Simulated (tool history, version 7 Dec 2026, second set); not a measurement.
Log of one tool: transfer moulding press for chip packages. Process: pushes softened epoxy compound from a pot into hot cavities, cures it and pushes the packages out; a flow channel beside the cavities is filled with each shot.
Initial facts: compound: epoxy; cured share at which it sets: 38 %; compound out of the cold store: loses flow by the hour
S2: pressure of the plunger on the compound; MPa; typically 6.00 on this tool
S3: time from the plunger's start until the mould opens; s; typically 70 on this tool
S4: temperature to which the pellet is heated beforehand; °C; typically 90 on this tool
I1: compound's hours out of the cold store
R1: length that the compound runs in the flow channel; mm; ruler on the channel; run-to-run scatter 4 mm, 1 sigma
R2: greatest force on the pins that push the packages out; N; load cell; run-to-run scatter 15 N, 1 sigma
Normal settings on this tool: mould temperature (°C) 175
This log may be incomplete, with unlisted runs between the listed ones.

{"run": 1, "hour": 0.0, "mould temperature (°C)": 175, "S2": 6.0, "S3": 70, "S4": 90, "I1": 29.3, "R1": 840, "R2": 738}
{"run": 2, "hour": 17.5, "mould temperature (°C)": 175, "S2": 6.0, "S3": 70, "S4": 90, "I1": 17.5, "R1": 880, "R2": 771}
{"run": 3, "hour": 29.5, "mould temperature (°C)": 175, "S2": 6.0, "S3": 70, "S4": 90, "I1": 22.2, "R1": 864, "R2": 739}
{"run": 4, "hour": 37.4, "mould temperature (°C)": 175, "S2": 6.0, "S3": 70, "S4": 90, "I1": 37.8, "R1": 810, "R2": 727}
{"hour": 54.3, "done": "cavities cleaned with cleaning compound and waxed"}
{"run": 5, "hour": 55.7, "mould temperature (°C)": 175, "S2": 6.0, "S3": 70, "S4": 90, "I1": 34.7, "R1": 822, "R2": 705}
{"run": 6, "hour": 64.6, "mould temperature (°C)": 175, "S2": 6.0, "S3": 70, "S4": 90, "I1": 42.7, "R1": 810, "R2": 743}
{"run": 7, "hour": 82.6, "mould temperature (°C)": 175, "S2": 6.0, "S3": 92, "S4": 90, "I1": 19.2, "R1": 866, "R2": 488}
{"run": 8, "hour": 92.7, "mould temperature (°C)": 175, "S2": 6.0, "S3": 92, "S4": 90, "I1": 35.5, "R1": 827, "R2": 494}
{"hour": 110.5, "done": "cavities cleaned with cleaning compound and waxed"}
{"run": 9, "hour": 111.5, "mould temperature (°C)": 175, "S2": 6.0, "S3": 56, "S4": 90, "I1": 22.8, "R1": 855, "R2": 1331}
{"run": 10, "hour": 128.4, "mould temperature (°C)": 175, "S2": 6.0, "S3": 56, "S4": 90, "I1": 12.1, "R1": 899, "R2": 1408}
{"run": 11, "hour": 145.3, "mould temperature (°C)": 175, "S2": 6.0, "S3": 60, "S4": 90, "I1": 23.0, "R1": 866, "R2": 1124}
{"run": 12, "hour": 155.9, "mould temperature (°C)": 175, "S2": 6.0, "S3": 60, "S4": 90, "I1": 32.0, "R1": 827, "R2": 1085}
{"hour": 166.5, "done": "cavities cleaned with cleaning compound and waxed"}
{"run": 13, "hour": 172.7, "mould temperature (°C)": 175, "S2": 6.0, "S3": 60, "S4": 90, "I1": 47.3, "R1": 792, "R2": 992}
{"run": 14, "hour": 190.5, "mould temperature (°C)": 175, "S2": 6.0, "S3": 70, "S4": 90, "I1": 18.7, "R1": 875, "R2": 774}
{"run": 15, "hour": 198.4, "mould temperature (°C)": 175, "S2": 6.0, "S3": 70, "S4": 90, "I1": 34.8, "R1": 815, "R2": 735}
{"hour": 206.2, "done": "plunger's sealing rings changed"}
{"run": 16, "hour": 211.0, "mould temperature (°C)": 169, "S2": 6.0, "S3": 70, "S4": 90, "I1": 32.8, "R1": 854, "R2": 1189}
{"run": 17, "hour": 220.1, "mould temperature (°C)": 169, "S2": 6.0, "S3": 70, "S4": 90, "I1": 45.8, "R1": 812, "R2": 1135}
{"hour": 224.4, "done": "cavities cleaned with cleaning compound and waxed"}
{"run": 18, "hour": 233.1, "mould temperature (°C)": 183, "S2": 6.13, "S3": 67, "S4": 97, "I1": 22.3, "R1": 851, "R2": 525}
{"run": 19, "hour": 247.2, "mould temperature (°C)": 183, "S2": 5.85, "S3": 85, "S4": 87, "I1": 20.8, "R1": 837, "R2": 474}
{"run": 20, "hour": 262.0, "mould temperature (°C)": 183, "S2": 5.59, "S3": 63, "S4": 88, "I1": 14.0, "R1": 832, "R2": 590}
{"hour": 280.8, "done": "cavities cleaned with cleaning compound and waxed"}
{"run": 21, "hour": 281.1, "mould temperature (°C)": 175, "S2": 6.0, "S3": 101, "S4": 87, "I1": 21.7, "R1": 868, "R2": 483}
{"run": 22, "hour": 298.1, "mould temperature (°C)": 175, "S2": 5.35, "S3": 101, "S4": 84, "I1": 20.2, "R1": 822, "R2": 470}
{"run": 23, "hour": 312.2, "mould temperature (°C)": 175, "S2": 6.0, "S3": 58, "S4": 98, "I1": 36.6, "R1": 814, "R2": 1095}
{"run": 24, "hour": 328.0, "mould temperature (°C)": 175, "S2": 6.0, "S3": 58, "S4": 98, "I1": 34.2, "R1": 819, "R2": 1150}
{"hour": 337.4, "done": "cavities cleaned with cleaning compound and waxed"}
{"run": 25, "hour": 346.2, "mould temperature (°C)": 175, "S2": 6.0, "S3": 58, "S4": 98, "I1": 20.5, "R1": 863, "R2": 1192}
{"run": 26, "hour": 364.8, "mould temperature (°C)": 175, "S2": 6.0, "S3": 51, "S4": 88, "I1": 14.2, "R1": 892, "R2": 1713}
{"run": 27, "hour": 379.7, "mould temperature (°C)": 178, "S2": 7.49, "S3": 54, "S4": 85, "I1": 33.2, "R1": 912, "R2": 1169}
{"run": 28, "hour": 390.6, "mould temperature (°C)": 176, "S2": 7.49, "S3": 54, "S4": 85, "I1": 13.7, "R1": 995, "R2": 1499}
{"hour": 393.8, "done": "cavities cleaned with cleaning compound and waxed"}
{"run": 29, "hour": 403.2, "mould temperature (°C)": 175, "S2": 5.31, "S3": 80, "S4": 89, "I1": 37.2, "R1": 773, "R2": 570}

Consider 3 possible next runs. They are alternatives, not a sequence: every one starts from the tool as it was left by run 29. What does each give?
{"run": "A", "hour": 411.9, "mould temperature (°C)": 180, "S2": 6.79, "S3": 78, "S4": 90, "I1": 9.8, "R1": "?", "R2": "?"}
{"run": "B", "hour": 411.9, "mould temperature (°C)": 173, "S2": 5.29, "S3": 80, "S4": 91, "I1": 13.3, "R1": "?", "R2": "?"}
{"run": "C", "hour": 411.9, "mould temperature (°C)": 174, "S2": 6.48, "S3": 100, "S4": 89, "I1": 40.0, "R1": "?", "R2": "?"}

run=A R1=949 R2=507
run=B R1=847 R2=658
run=C R1=842 R2=463
The same runs, with their run-to-run variation unchanged, on a tool lacking any hidden condition would have given:
run=A R1=949 R2=502
run=B R1=847 R2=652
run=C R1=842 R2=459

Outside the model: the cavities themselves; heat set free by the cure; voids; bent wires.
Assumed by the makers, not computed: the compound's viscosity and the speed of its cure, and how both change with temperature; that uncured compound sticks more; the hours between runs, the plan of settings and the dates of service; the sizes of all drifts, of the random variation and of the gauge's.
